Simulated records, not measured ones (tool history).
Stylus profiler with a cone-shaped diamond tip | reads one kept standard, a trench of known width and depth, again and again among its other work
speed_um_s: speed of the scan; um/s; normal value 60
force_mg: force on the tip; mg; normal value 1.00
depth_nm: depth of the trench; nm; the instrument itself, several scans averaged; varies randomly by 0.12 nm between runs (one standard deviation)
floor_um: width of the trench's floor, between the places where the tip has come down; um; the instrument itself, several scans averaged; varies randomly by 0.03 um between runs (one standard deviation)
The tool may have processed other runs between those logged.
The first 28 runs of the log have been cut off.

run	hour	speed_um_s	force_mg	depth_nm	floor_um
# hour 1298.4: new tip fitted, height scale calibrated
29	1321.4	54	2.74	1008.11	16.28
30	1373.2	54	2.74	1008.01	16.29
31	1421.8	186	0.57	1002.70	14.59
32	1483.3	29	0.60	1002.98	16.27
33	1532.0	43	2.33	1007.34	16.32
34	1570.2	25	2.56	1007.76	16.42
35	1609.0	25	2.56	1007.84	16.37
36	1659.1	25	2.56	1007.87	16.41
37	1711.2	55	2.05	1006.48	16.23
38	1766.4	221	2.96	1008.53	15.51
39	1805.1	221	2.96	1008.71	15.56
40	1852.5	170	1.00	1004.16	15.21
41	1884.0	122	0.53	1002.55	15.23
42	1942.8	122	0.53	1002.50	15.19
43	2007.3	32	1.00	1004.18	16.21
44	2056.9	19	1.00	1004.03	16.42

Each row is a separate what-if for the run after 44, all from the same tool condition, not one after another. Results?
A	2085.4	27	0.36	?	?
B	2085.4	41	3.00	?	?
C	2085.4	19	1.79	?	?

run	depth_nm	floor_um
A	1002.05	16.22
B	1008.74	16.38
C	1006.28	16.37
Without the tool's unlogged condition, the same runs would have read:
run	depth_nm	floor_um
A	1002.05	16.23
B	1008.73	16.39
C	1006.28	16.38
